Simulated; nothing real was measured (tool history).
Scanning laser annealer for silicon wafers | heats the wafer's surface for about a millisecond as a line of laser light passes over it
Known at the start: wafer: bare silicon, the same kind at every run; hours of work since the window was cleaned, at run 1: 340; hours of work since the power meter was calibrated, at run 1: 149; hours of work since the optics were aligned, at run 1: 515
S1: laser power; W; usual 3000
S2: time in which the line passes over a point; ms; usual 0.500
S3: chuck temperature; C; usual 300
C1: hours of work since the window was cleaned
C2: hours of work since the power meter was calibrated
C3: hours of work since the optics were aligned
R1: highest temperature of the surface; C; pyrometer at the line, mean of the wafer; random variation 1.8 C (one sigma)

run,day,S1,S2,S3,C1,C2,C3,R1
1,0.000,3000,0.500,300,340,149,515,989
2,0.246,3000,0.500,300,342,151,517,987
3,0.554,2700,0.500,300,345,154,521,923
4,0.908,2959,0.500,300,349,158,524,979
5,1.396,2809,0.500,300,354,163,529,947
6,1.638,2809,0.500,300,357,166,532,944
7,2.079,2809,0.500,300,361,170,536,944
8,2.442,2809,0.500,300,365,174,540,947
9,2.783,2809,0.500,300,368,177,544,943
10,3.046,2809,0.500,300,371,180,546,946
11,3.312,2809,0.500,300,374,183,549,946
12,3.633,2809,0.500,300,377,186,552,947
13,3.942,2809,0.500,300,380,189,555,947
14,4.333,3000,0.500,300,384,193,559,987
15,4.533,3000,0.500,300,386,195,562,989
16,4.975,3000,0.500,300,391,200,566,990
17,5.267,2835,0.500,300,394,203,569,954
18,5.475,3000,0.455,300,396,205,571,959
19,5.688,3000,0.500,300,398,207,573,989
20,6.142,3000,0.500,320,403,212,578,1008
21,6.388,3296,0.577,300,405,214,581,1106
22,6.688,2572,0.501,308,409,217,584,897
23,7.033,2714,0.500,303,412,221,587,925
24,7.283,2860,0.362,262,415,224,590,832
25,7.767,2921,0.575,289,420,229,595,1004
26,8.179,3089,0.434,279,424,233,599,944
27,8.662,3033,0.500,324,429,238,604,1018
28,9.042,3033,0.500,324,433,242,608,1020
29,9.238,2966,0.560,300,435,244,610,1014
30,9.725,2908,0.493,324,440,249,615,985
31,9.988,2757,0.376,291,443,251,618,843
32,10.450,3265,0.563,291,447,256,622,1086
33,10.783,3265,0.563,291,451,260,626,1080
34,11.179,3265,0.501,291,455,264,630,1037
35,11.596,3265,0.501,291,459,268,634,1042
36,11.817,3109,0.467,291,461,270,636,980
37,12.275,3109,0.467,291,466,275,641,982
38,12.488,2932,0.368,319,468,277,643,905
39,12.788,3000,0.596,300,471,280,646,1042
40,13.275,2991,0.596,300,476,285,651,1042

Forecast each of these 4 alternatives for the next run:
A,13.725,3219,0.375,334,481,290,656,?
B,13.725,3000,0.500,312,481,290,656,?
C,13.725,2991,0.351,300,481,290,656,?
D,13.725,3000,0.506,279,481,290,656,?

run,R1
A,981
B,998
C,882
D,967
Without the tool's hidden state the same runs would have given:
run,R1
A,999
B,1017
C,898
D,986

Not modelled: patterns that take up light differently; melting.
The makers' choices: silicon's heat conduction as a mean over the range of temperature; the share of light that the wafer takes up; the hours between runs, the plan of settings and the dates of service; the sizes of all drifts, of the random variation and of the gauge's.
